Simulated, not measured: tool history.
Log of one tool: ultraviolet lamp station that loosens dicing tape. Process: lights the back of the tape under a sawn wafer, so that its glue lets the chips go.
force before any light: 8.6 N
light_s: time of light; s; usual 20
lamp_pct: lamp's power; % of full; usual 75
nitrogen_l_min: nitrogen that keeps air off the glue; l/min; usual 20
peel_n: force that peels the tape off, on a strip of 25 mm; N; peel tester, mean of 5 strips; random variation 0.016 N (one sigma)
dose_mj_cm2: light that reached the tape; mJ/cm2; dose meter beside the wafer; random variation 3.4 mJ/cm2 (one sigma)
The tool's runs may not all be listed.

run	hour	light_s	lamp_pct	nitrogen_l_min	peel_n	dose_mj_cm2
1	0	20	75	20	1.026	453
2	77.9	20	75	20	1.107	440
3	164.3	20	67	20	1.359	383
4	206.1	20	67	20	1.403	380
5	279.5	20	67	20	1.463	373
6	318.4	31	75	20	0.562	632
7	356.2	31	75	20	0.558	618
8	401	31	76	20	0.55	627
# hour 415.5: window cleaned of glue's vapour
9	466.1	20	86	9	1.343	538
10	538.1	17	89	26	0.858	464
11	624.3	19	70	7	2.401	390
12	664.1	19	99	8	1.384	550
13	734.3	14	84	9	2.564	336
14	814.6	15	75	20	1.955	313
15	876.3	17	75	14	1.954	345
16	951.3	17	89	14	1.626	402

4 ways to go on from here, each from the tool as it stands after run 16. What would each give?
A	988.7	11	89	37	?	?
B	988.7	17	89	9	?	?
C	988.7	20	75	25	?	?
D	988.7	18	72	28	?	?

run	peel_n	dose_mj_cm2
A	1.867	256
B	2.136	397
C	1.171	394
D	1.408	337
Without the tool's hidden state the same runs would have given:
run	peel_n	dose_mj_cm2
A	1.107	353
B	1.315	548
C	0.64	545
D	0.784	466
